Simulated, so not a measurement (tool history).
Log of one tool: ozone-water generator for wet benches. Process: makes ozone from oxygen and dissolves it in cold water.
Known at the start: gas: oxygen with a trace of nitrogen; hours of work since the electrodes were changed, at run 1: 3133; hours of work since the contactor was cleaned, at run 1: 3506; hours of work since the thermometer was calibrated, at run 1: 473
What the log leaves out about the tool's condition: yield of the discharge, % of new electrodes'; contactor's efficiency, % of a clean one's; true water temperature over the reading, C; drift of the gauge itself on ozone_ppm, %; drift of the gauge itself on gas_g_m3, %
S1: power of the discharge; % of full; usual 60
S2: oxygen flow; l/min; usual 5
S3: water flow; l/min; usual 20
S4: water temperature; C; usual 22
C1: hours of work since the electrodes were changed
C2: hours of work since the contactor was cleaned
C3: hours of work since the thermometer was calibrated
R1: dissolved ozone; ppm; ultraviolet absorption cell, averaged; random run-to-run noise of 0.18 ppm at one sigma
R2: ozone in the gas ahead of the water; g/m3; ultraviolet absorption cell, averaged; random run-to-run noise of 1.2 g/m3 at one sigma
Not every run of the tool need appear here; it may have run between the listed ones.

run 1 hour=0 | S1=60 S2=5 S3=20 S4=22 | C1=3133 C2=3506 C3=473 | R1=24.2 R2=217.5
run 2 hour=61.7 | S1=60 S2=5 S3=20 S4=22 | C1=3188 C2=3561 C3=528 | R1=24.7 R2=218.5
run 3 hour=146 | S1=82 S2=5 S3=20 S4=22 | C1=3263 C2=3636 C3=603 | R1=31.7 R2=284.6
run 4 hour=192.4 | S1=82 S2=5 S3=20 S4=22 | C1=3304 C2=3678 C3=644 | R1=32.6 R2=286.5
run 5 hour=246.7 | S1=82 S2=5 S3=20 S4=22 | C1=3352 C2=3726 C3=692 | R1=32.3 R2=286.6
run 6 hour=305.1 | S1=60 S2=5 S3=20 S4=22 | C1=3404 C2=3778 C3=744 | R1=24.3 R2=215.7
run 7 hour=399.3 | S1=60 S2=5 S3=20 S4=22 | C1=3488 C2=3862 C3=828 | R1=24.5 R2=218.9
run 8 hour=480.8 | S1=60 S2=4.23 S3=20 S4=22 | C1=3561 C2=3934 C3=901 | R1=25.1 R2=241.1
run 9 hour=565.2 | S1=92 S2=4.23 S3=20 S4=22 | C1=3636 C2=4009 C3=976 | R1=35.9 R2=349.7
run 10 hour=615.8 | S1=60 S2=5 S3=20 S4=15 | C1=3681 C2=4054 C3=1021 | R1=27.2 R2=217.9
run 11 hour=705.5 | S1=60 S2=5 S3=20 S4=19 | C1=3761 C2=4134 C3=1101 | R1=25.5 R2=219.5
run 12 hour=787.7 | S1=60 S2=5 S3=20 S4=19 | C1=3834 C2=4207 C3=1174 | R1=25.8 R2=217.4
run 13 hour=840.9 | S1=60 S2=5 S3=20 S4=19 | C1=3881 C2=4254 C3=1221 | R1=25.5 R2=216.7
run 14 hour=937.4 | S1=60 S2=5 S3=20 S4=19 | C1=3967 C2=4340 C3=1307 | R1=25.6 R2=218.8
run 15 hour=980.1 | S1=60 S2=5 S3=20 S4=19 | C1=4005 C2=4378 C3=1345 | R1=25.8 R2=219.5
run 16 hour=1076.1 | S1=60 S2=5 S3=20 S4=19 | C1=4090 C2=4464 C3=1430 | R1=25.6 R2=217
run 17 hour=1152.3 | S1=66 S2=2.99 S3=16 S4=23 | C1=4158 C2=4531 C3=1498 | R1=31.4 R2=323.8
run 18 hour=1199.4 | S1=60 S2=5 S3=20 S4=24 | C1=4200 C2=4573 C3=1540 | R1=23.5 R2=216.6
run 19 hour=1283.7 | S1=60 S2=6.49 S3=20 S4=16 | C1=4275 C2=4648 C3=1615 | R1=26.2 R2=186.3
run 20 hour=1350.8 | S1=60 S2=6.49 S3=20 S4=16 | C1=4334 C2=4708 C3=1674 | R1=26.2 R2=185.2
run 21 hour=1436.8 | S1=42 S2=5.97 S3=26 S4=18 | C1=4411 C2=4784 C3=1751 | R1=15.9 R2=143.6
run 22 hour=1539.3 | S1=42 S2=2.69 S3=32 S4=17 | C1=4502 C2=4876 C3=1842 | R1=12.3 R2=234.9
run 23 hour=1641.8 | S1=42 S2=3.6 S3=32 S4=17 | C1=4593 C2=4967 C3=1933 | R1=12.7 R2=197
-- hour=1651.3 contactor cleaned
run 24 hour=1705.2 | S1=42 S2=3.6 S3=32 S4=17 | C1=4646 C2=48 C3=1986 | R1=13.1 R2=196
run 25 hour=1800.3 | S1=50 S2=8.68 S3=20 S4=22 | C1=4731 C2=133 C3=2071 | R1=19.3 R2=132.7
run 26 hour=1847.5 | S1=50 S2=3.78 S3=30 S4=22 | C1=4773 C2=174 C3=2113 | R1=15.2 R2=219.6
run 27 hour=1892.8 | S1=94 S2=3.01 S3=30 S4=26 | C1=4813 C2=215 C3=2153 | R1=24.7 R2=441.3
run 28 hour=1975.7 | S1=78 S2=5.41 S3=29 S4=21 | C1=4887 C2=288 C3=2227 | R1=23.7 R2=262
run 29 hour=2074 | S1=78 S2=5.41 S3=29 S4=28 | C1=4974 C2=376 C3=2314 | R1=21.6 R2=262
run 30 hour=2157 | S1=78 S2=5.41 S3=29 S4=28 | C1=5048 C2=450 C3=2388 | R1=21.6 R2=261.2
run 31 hour=2260.7 | S1=60 S2=3.65 S3=27 S4=22 | C1=5140 C2=542 C3=2480 | R1=19.6 R2=265.3
run 32 hour=2307.8 | S1=60 S2=3.65 S3=27 S4=22 | C1=5182 C2=584 C3=2522 | R1=19.5 R2=264.8

Each row is a separate what-if for the run after 32, all from the same tool condition, not one after another. Results?
run A hour=2401.4 | S1=93 S2=3.65 S3=27 S4=21 | C1=5265 C2=667 C3=2605 | R1=? R2=?
run B hour=2401.4 | S1=74 S2=3.65 S3=27 S4=22 | C1=5265 C2=667 C3=2605 | R1=? R2=?
run C hour=2401.4 | S1=55 S2=3.53 S3=20 S4=15 | C1=5265 C2=667 C3=2605 | R1=? R2=?
run D hour=2401.4 | S1=71 S2=7.62 S3=23 S4=22 | C1=5265 C2=667 C3=2605 | R1=? R2=?

run=A R1=28.7 R2=389.1
run=B R1=23.5 R2=316.7
run=C R1=25.1 R2=250.2
run=D R1=24.5 R2=193.6
The same runs, with their run-to-run variation unchanged, on a tool lacking any hidden condition would have given:
run=A R1=28.7 R2=389.4
run=B R1=23.5 R2=317
run=C R1=25.2 R2=250.4
run=D R1=24.5 R2=193.8

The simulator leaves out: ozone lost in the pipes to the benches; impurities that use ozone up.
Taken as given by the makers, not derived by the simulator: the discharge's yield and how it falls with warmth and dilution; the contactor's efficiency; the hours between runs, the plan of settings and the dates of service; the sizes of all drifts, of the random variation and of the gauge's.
